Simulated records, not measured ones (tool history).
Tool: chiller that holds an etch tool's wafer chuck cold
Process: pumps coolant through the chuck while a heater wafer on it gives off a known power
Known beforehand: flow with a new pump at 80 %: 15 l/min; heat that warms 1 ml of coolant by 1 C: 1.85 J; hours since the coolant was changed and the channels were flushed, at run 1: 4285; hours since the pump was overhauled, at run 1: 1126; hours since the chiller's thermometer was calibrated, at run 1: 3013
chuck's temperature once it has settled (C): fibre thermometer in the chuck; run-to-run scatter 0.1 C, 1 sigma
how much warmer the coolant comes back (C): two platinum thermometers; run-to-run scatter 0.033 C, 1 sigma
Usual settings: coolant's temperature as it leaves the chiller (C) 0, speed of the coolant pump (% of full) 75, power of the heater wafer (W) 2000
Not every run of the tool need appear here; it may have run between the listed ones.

run,hour,coolant's temperature as it leaves the chiller (C),speed of the coolant pump (% of full),power of the heater wafer (W),hours since the coolant was changed and the channels were flushed,hours since the pump was overhauled,hours since the chiller's thermometer was calibrated,chuck's temperature once it has settled (C),how much warmer the coolant comes back (C)
1,0,0,75,2000,4285,1126,3013,17.2,4.66
2,29.7,0,75,1111,4315,1156,3043,9.7,2.6
3,53.4,0,75,1836,4339,1180,3066,15.8,4.29
4,77,0,75,1836,4362,1203,3090,16,4.32
5,91.9,0,75,2000,4377,1218,3105,17.3,4.72
6,122.3,0,75,2000,4408,1249,3135,17.5,4.72
7,138.6,-6,75,2000,4424,1265,3152,11.5,4.65
8,152.6,-6,75,2000,4438,1279,3166,11.4,4.68
9,170.2,0,66,2000,4456,1296,3183,18.6,5.31
10,185.5,0,64,2000,4471,1312,3198,18.8,5.52
11,208.6,0,75,2360,4494,1335,3222,20.6,5.6
12,225.9,0,75,2360,4511,1352,3239,20.7,5.56
13,246,0,75,2360,4531,1372,3259,20.5,5.56
14,262.4,0,75,2360,4548,1389,3275,20.7,5.61
15,276.6,0,64,2000,4562,1403,3290,18.8,5.61
16,290,0,90,2000,4575,1416,3303,16,3.94
17,307.6,7,64,2096,4593,1434,3321,26.6,5.8
18,332.7,7,64,2096,4618,1459,3346,26.7,5.78
19,350.9,3,75,1950,4636,1477,3364,19.9,4.61
20,373.4,3,75,1950,4659,1500,3386,20.1,4.6
21,401.9,3,75,1950,4687,1528,3415,20.1,4.59
22,428.8,0,82,1714,4714,1555,3442,14.4,3.7
23,451.6,-4,60,2000,4737,1578,3465,15.5,5.94
24,480.1,-4,60,2000,4765,1606,3493,15.6,5.92
25,494.1,-4,60,2000,4779,1620,3507,15.6,5.94
26,519.9,5,62,2199,4805,1646,3533,26.3,6.3
27,540.3,2,62,1544,4826,1667,3553,16.8,4.45
28,565.1,-6,80,1401,4850,1691,3578,6,3.12
29,589.9,9,63,1297,4875,1716,3603,21.6,3.64
30,606.2,0,64,2407,4892,1732,3619,22.8,6.7
31,631.9,0,77,2407,4917,1758,3645,21,5.57

Forecast each of these 4 alternatives for the next run:
A,656.9,1,77,2407,4942,1783,3670,?,?
B,656.9,0,85,2407,4942,1783,3670,?,?
C,656.9,5,79,2407,4942,1783,3670,?,?
D,656.9,-1,99,1365,4942,1783,3670,?,?

run,chuck's temperature once it has settled (C),how much warmer the coolant comes back (C)
A,21.7,5.5
B,19.9,5.03
C,25.7,5.4
D,9.6,2.46
With no hidden state in the tool, these same runs would have given:
run,chuck's temperature once it has settled (C),how much warmer the coolant comes back (C)
A,20,5.34
B,18.3,4.88
C,24.1,5.24
D,8.6,2.39

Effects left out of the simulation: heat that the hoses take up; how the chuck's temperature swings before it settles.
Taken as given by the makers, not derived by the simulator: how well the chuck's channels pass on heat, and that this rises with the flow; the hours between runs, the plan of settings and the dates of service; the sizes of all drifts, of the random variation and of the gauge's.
